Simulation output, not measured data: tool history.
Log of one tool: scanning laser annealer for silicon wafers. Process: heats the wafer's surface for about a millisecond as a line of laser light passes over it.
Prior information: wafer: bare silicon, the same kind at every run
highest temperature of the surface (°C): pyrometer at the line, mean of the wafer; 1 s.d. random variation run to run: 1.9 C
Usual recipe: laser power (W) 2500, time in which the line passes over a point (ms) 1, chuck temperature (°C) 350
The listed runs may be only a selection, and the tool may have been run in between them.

run	hour	laser power (W)	time in which the line passes over a point (ms)	chuck temperature (°C)	highest temperature of the surface (°C)
1	0	2500	1	350	1145
2	39.3	2500	1	350	1145
3	115.6	2500	1	343	1138
4	175.9	2500	1	350	1144
5	244.9	2500	1	350	1149
6	294.2	2500	1	350	1147
7	340	2500	1	350	1148
8	395.6	2500	0.76	350	1060
9	457.1	2500	0.76	350	1059
10	506.5	2620	1.19	350	1256
11	563.5	2551	0.8	314	1058
12	637.2	2551	0.8	314	1058
13	670.5	2551	0.8	314	1059
14	743.5	2533	0.83	344	1093
15	796.8	2533	0.83	344	1094
16	842	2239	0.72	311	921
17	878.5	2219	1.24	351	1108
18	944.3	2693	0.77	377	1159

Taken out of this log: 2 entries between the listed runs. Where each belongs, and how the hidden state differs across it:
Logged between run 3 and run 4: optics aligned, line set to its width (hour 127.7)
  light that passes the window, % of a clean one's: 99.91 -> 99.9; width of the line over the set one, %: 0.12 -> 0.01
Logged between run 6 and run 7: window over the wafer cleaned (hour 301.4)
  light that passes the window, % of a clean one's: 99.88 -> 99.99
